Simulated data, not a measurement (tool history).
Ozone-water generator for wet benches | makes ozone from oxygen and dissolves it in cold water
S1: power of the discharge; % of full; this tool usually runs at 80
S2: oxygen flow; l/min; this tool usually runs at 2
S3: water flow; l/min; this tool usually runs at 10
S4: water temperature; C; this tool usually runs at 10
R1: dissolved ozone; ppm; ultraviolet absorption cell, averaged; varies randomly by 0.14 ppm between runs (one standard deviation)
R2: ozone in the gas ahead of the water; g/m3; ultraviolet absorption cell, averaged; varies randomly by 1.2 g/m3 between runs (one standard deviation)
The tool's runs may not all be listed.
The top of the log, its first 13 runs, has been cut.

Run 14, hour 602.7: usual settings but S2 1.24 l/min. Result: R1 15.6 ppm, R2 296.4 g/m3.
Run 15, hour 628.6: usual settings but S2 1.19 l/min. Result: R1 15.7 ppm, R2 304.3 g/m3.
Run 16, hour 655.7: usual settings but S2 1.19 l/min. Result: R1 15.7 ppm, R2 304.6 g/m3.
Run 17, hour 703.6: usual settings but S2 2.44 l/min. Result: R1 16.9 ppm, R2 199.9 g/m3.
Run 18, hour 732.1: usual settings but S1 40 % of full, S2 2.73 l/min, S3 8 l/min. Result: R1 13.3 ppm, R2 117.6 g/m3.
Run 19, hour 759.3: usual settings but S1 45 % of full, S2 1.35 l/min, S4 8 C. Result: R1 11.2 ppm, R2 193.7 g/m3.
Run 20, hour 798.2: usual settings but S1 45 % of full, S2 1.35 l/min, S4 8 C. Result: R1 10.9 ppm, R2 192.7 g/m3.
Run 21, hour 844: usual settings but S2 3.3 l/min, S3 8 l/min, S4 8 C. Result: R1 21.8 ppm, R2 168.2 g/m3.
Run 22, hour 877.5: usual settings but S1 48 % of full, S2 3.56 l/min, S3 8 l/min, S4 7 C. Result: R1 15.8 ppm, R2 114.5 g/m3.
Run 23, hour 914.1: usual settings but S1 61 % of full, S3 15 l/min. Result: R1 8.1 ppm, R2 188 g/m3.
Run 24, hour 969.3: usual settings but S1 77 % of full, S2 2.07 l/min, S3 15 l/min, S4 7 C. Result: R1 10.3 ppm, R2 214.7 g/m3.
Run 25, hour 1006.4: usual settings but S4 11 C. Result: R1 16.4 ppm, R2 225.7 g/m3.
Run 26, hour 1052.6: usual settings but S1 70 % of full, S2 1.73 l/min, S3 7 l/min, S4 9 C. Result: R1 23 ppm, R2 225.3 g/m3.
Run 27, hour 1109.4: usual settings but S1 70 % of full, S2 1.73 l/min, S3 7 l/min, S4 9 C. Result: R1 22.9 ppm, R2 226 g/m3.
Run 28, hour 1159.8: usual settings but S1 70 % of full, S2 1.73 l/min, S3 7 l/min, S4 9 C. Result: R1 22.9 ppm, R2 224.8 g/m3.
Run 29, hour 1186.5: usual settings but S2 2.93 l/min, S3 8 l/min, S4 7 C. Result: R1 22.3 ppm, R2 182.5 g/m3.
At hour 1205.8: water thermometer calibrated.
Run 30, hour 1216.6: usual settings but S2 2.93 l/min, S3 8 l/min, S4 7 C. Result: R1 22.6 ppm, R2 179.9 g/m3.
Run 31, hour 1241.6: usual settings but S1 69 % of full, S2 1.9 l/min, S3 8 l/min, S4 17 C. Result: R1 17.6 ppm, R2 209.2 g/m3.
Run 32, hour 1270: usual settings but S1 47 % of full, S2 1.34 l/min. Result: R1 11.2 ppm, R2 198.3 g/m3.
Run 33, hour 1323: usual settings but S2 1.6 l/min, S3 12 l/min, S4 5 C. Result: R1 13.4 ppm, R2 259.5 g/m3.
Run 34, hour 1349.4: usual settings but S1 69 % of full, S2 1.6 l/min, S3 12 l/min, S4 5 C. Result: R1 12.4 ppm, R2 233.3 g/m3.

Below are 3 alternative next runs, each starting from the tool's condition after run 34. Predict each:
Run A, hour 1374.7: usual settings but S1 84 % of full. Result: R1 ?, R2 ?.
Run B, hour 1374.7: usual settings but S1 69 % of full, S2 1.48 l/min, S4 7 C. Result: R1 ?, R2 ?.
Run C, hour 1374.7: usual settings but S1 70 % of full, S2 1.08 l/min. Result: R1 ?, R2 ?.

run    R1     R2
  A  17.2  234.8
  B  14.9  245.8
  C  13.9  300.4
What these runs would have given with no unlogged condition in the tool:
run    R1     R2
  A  17.2  229.5
  B  14.9  240.2
  C    14  293.5
